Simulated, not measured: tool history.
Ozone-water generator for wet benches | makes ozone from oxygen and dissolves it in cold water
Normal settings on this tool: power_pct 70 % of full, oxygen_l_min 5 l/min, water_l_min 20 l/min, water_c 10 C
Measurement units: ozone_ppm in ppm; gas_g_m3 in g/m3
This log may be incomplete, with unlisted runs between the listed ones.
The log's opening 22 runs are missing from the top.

| run | hour | power_pct | oxygen_l_min | water_l_min | water_c | ozone_ppm | gas_g_m3 |
|---|---|---|---|---|---|---|---|
| 23 | 2735.2 | 85 | 4.22 | 16 | 11 | 31.4 | 307.6 |
| 24 | 2827.3 | 85 | 4.22 | 16 | 11 | 31.1 | 310.8 |
| 25 | 2930.8 | 80 | 7.72 | 15 | 11 | 29.3 | 203.8 |
| 26 | 3012.1 | 49 | 7.98 | 20 | 6 | 18.1 | 144.3 |
| 27 | 3114.8 | 49 | 2.68 | 30 | 14 | 10.3 | 297.8 |
| 28 | 3198.2 | 90 | 5 | 22 | 11 | 23.5 | 290.6 |
| 29 | 3312.6 | 41 | 5 | 22 | 12 | 14 | 176.6 |
| 30 | 3459 | 70 | 4.32 | 20 | 12 | 22 | 272.5 |
| 31 | 3570.2 | 64 | 4.6 | 20 | 6 | 22.2 | 249 |
| 32 | 3686.9 | 70 | 5 | 20 | 9 | 22.8 | 246.1 |

Predict each of these 3 candidate next runs independently; none follows another, all start after run 32:
| A | 3761.3 | 70 | 5 | 20 | 14 | ? | ? |
| B | 3761.3 | 70 | 3.42 | 20 | 10 | ? | ? |
| C | 3761.3 | 70 | 3.92 | 20 | 12 | ? | ? |

| run | ozone_ppm | gas_g_m3 |
|---|---|---|
| A | 21.3 | 249.4 |
| B | 22.7 | 320.1 |
| C | 22.1 | 294.7 |
With no hidden state in the tool, these same runs would have given:
| run | ozone_ppm | gas_g_m3 |
|---|---|---|
| A | 21.3 | 239.4 |
| B | 22.7 | 307.4 |
| C | 22.2 | 283 |
